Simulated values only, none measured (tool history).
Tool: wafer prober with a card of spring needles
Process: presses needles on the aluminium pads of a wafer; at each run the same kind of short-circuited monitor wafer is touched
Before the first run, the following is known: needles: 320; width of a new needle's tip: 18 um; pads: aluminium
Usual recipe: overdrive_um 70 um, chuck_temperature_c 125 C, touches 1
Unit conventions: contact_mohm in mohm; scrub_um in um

run   hour  overdrive_um  chuck_temperature_c  touches  contact_mohm  scrub_um
  1    0.0            70                  125        1           336     11.20
       3.9  -- tips cleaned on abrasive film
      13.3  -- tips cleaned on abrasive film
      21.0  -- tips cleaned on abrasive film
  2   21.0            70                  125        2           279     11.21
      29.7  -- tips cleaned on abrasive film
  3   34.9            70                  125        2           321     11.16
      38.5  -- tips cleaned on abrasive film
  4   45.9            70                  125        2           329     11.10
      46.9  -- tips cleaned on abrasive film
      55.2  -- tips cleaned on abrasive film
      64.1  -- tips cleaned on abrasive film
  5   66.7            70                  125        2           312     11.04
      73.2  -- tips cleaned on abrasive film
      80.8  -- tips cleaned on abrasive film
  6   80.8            70                  125        2           287     11.01
      88.3  -- tips cleaned on abrasive film
      88.6  -- height of the first contact set anew
      97.0  -- tips cleaned on abrasive film
  7  103.6            70                  125        2           320     11.31
     105.0  -- tips cleaned on abrasive film
     112.7  -- tips cleaned on abrasive film
     120.5  -- tips cleaned on abrasive film
  8  126.4            60                  125        1           377      9.68
     129.4  -- tips cleaned on abrasive film
     137.1  -- tips cleaned on abrasive film
  9  141.5            60                  125        1           362      9.64
     145.6  -- tips cleaned on abrasive film
     153.8  -- tips cleaned on abrasive film
 10  154.3            60                  125        1           306      9.61
     161.6  -- tips cleaned on abrasive film
     169.8  -- tips cleaned on abrasive film
 11  172.6            60                  125        1           352      9.59
     178.1  -- tips cleaned on abrasive film
     186.5  -- tips cleaned on abrasive film
 12  189.0            70                  125        1           326     11.15
     194.8  -- tips cleaned on abrasive film
 13  199.0            70                  125        1           349     11.13
     203.5  -- tips cleaned on abrasive film
     212.4  -- tips cleaned on abrasive film
     220.8  -- tips cleaned on abrasive film
 14  220.8            70                  125        1           289     11.15
     229.5  -- tips cleaned on abrasive film
 15  233.7            66                  125        1           357     10.46
     237.2  -- tips cleaned on abrasive film
     246.4  -- tips cleaned on abrasive film
     254.7  -- tips cleaned on abrasive film
 16  256.7            51                   29        1           344      8.00
     263.6  -- tips cleaned on abrasive film
     268.3  -- height of the first contact set anew
     271.4  -- tips cleaned on abrasive film
 17  275.2            65                   91        1           348     10.47
     280.0  -- tips cleaned on abrasive film
     288.2  -- tips cleaned on abrasive film
 18  291.7            75                   34        2           294     12.04
     296.2  -- tips cleaned on abrasive film
     304.6  -- tips cleaned on abrasive film
     312.9  -- tips cleaned on abrasive film
 19  313.9            72                   95        1           303     11.50
     322.0  -- tips cleaned on abrasive film
     330.8  -- tips cleaned on abrasive film
 20  333.4            64                   25        1           317     10.29
     339.6  -- tips cleaned on abrasive film
     347.8  -- tips cleaned on abrasive film
 21  353.1            75                   33        1           324     11.94
     356.7  -- tips cleaned on abrasive film
 22  364.1            74                  109        1           358     11.80
     365.8  -- tips cleaned on abrasive film
     373.8  -- tips cleaned on abrasive film
 23  377.2            74                  109        1           325     11.80
     381.5  -- tips cleaned on abrasive film
     389.9  -- tips cleaned on abrasive film
 24  392.5            80                  125        1           322     12.71
     398.1  -- tips cleaned on abrasive film
     405.9  -- tips cleaned on abrasive film
 25  406.9            52                   97        3           290      8.21
     413.9  -- tips cleaned on abrasive film
     422.2  -- tips cleaned on abrasive film
 26  422.3            52                   97        3           290      8.17
     430.1  -- tips cleaned on abrasive film
     437.7  -- tips cleaned on abrasive film
 27  440.1            53                   56        1           350      8.28
     446.2  -- tips cleaned on abrasive film
     448.0  -- height of the first contact set anew
     454.1  -- tips cleaned on abrasive film
     462.5  -- tips cleaned on abrasive film
 28  463.6            70                   30        1           284     11.27
     470.1  -- tips cleaned on abrasive film
     478.6  -- tips cleaned on abrasive film
 29  482.0            70                   30        1           317     11.28
     486.2  -- tips cleaned on abrasive film
     494.6  -- tips cleaned on abrasive film
     502.9  -- tips cleaned on abrasive film
 30  503.2            79                   64        1           274     12.67

Alternative continuations, all from the tool just after run 30; predict every row:
     511.9  -- tips cleaned on abrasive film
     520.3  -- tips cleaned on abrasive film
  A  524.6            74                   64        1             ?         ?
     511.9  -- tips cleaned on abrasive film
     520.3  -- tips cleaned on abrasive film
  B  524.6            72                   42        1             ?         ?
     511.9  -- tips cleaned on abrasive film
     520.3  -- tips cleaned on abrasive film
  C  524.6            58                   92        2             ?         ?
     511.9  -- tips cleaned on abrasive film
     520.3  -- tips cleaned on abrasive film
  D  524.6            61                   64        1             ?         ?

run  contact_mohm  scrub_um
  A           334     11.82
  B           337     11.55
  C           338      9.25
  D           370      9.75
What these runs would have given with no unlogged condition in the tool:
run  contact_mohm  scrub_um
  A           261     11.94
  B           258     11.68
  C           272      9.37
  D           266      9.87
